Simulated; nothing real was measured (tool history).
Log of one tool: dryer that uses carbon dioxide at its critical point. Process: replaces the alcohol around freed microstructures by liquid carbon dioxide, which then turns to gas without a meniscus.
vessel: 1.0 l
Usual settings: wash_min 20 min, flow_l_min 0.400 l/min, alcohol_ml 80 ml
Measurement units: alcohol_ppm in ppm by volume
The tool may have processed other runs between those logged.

run,hour,wash_min,flow_l_min,alcohol_ml,alcohol_ppm
1,0.0,20,0.400,80,352
2,4.6,20,0.400,80,322
3,9.1,20,0.400,80,331
4,18.9,20,0.400,23,107
5,28.9,20,0.400,80,346
6,35.7,20,0.400,80,344
7,42.5,20,0.504,80,104
8,50.4,20,0.400,80,364
9,57.1,20,0.400,80,367
10,66.2,20,0.400,80,379
11,74.2,20,0.400,80,376
12,82.8,20,0.512,80,95
# hour 86.5: inlet filter changed
13,88.9,20,0.512,80,43
14,93.1,20,0.512,80,35
15,102.7,20,0.400,80,152
16,109.4,20,0.480,80,61

Estimate the outcome of run 17 from the log above:
17,114.2,20,0.480,80,?

{"run 17": {"alcohol_ppm": 62}}
Had the tool carried no hidden state, the very same run would have given alcohol_ppm 40 ppm by volume.
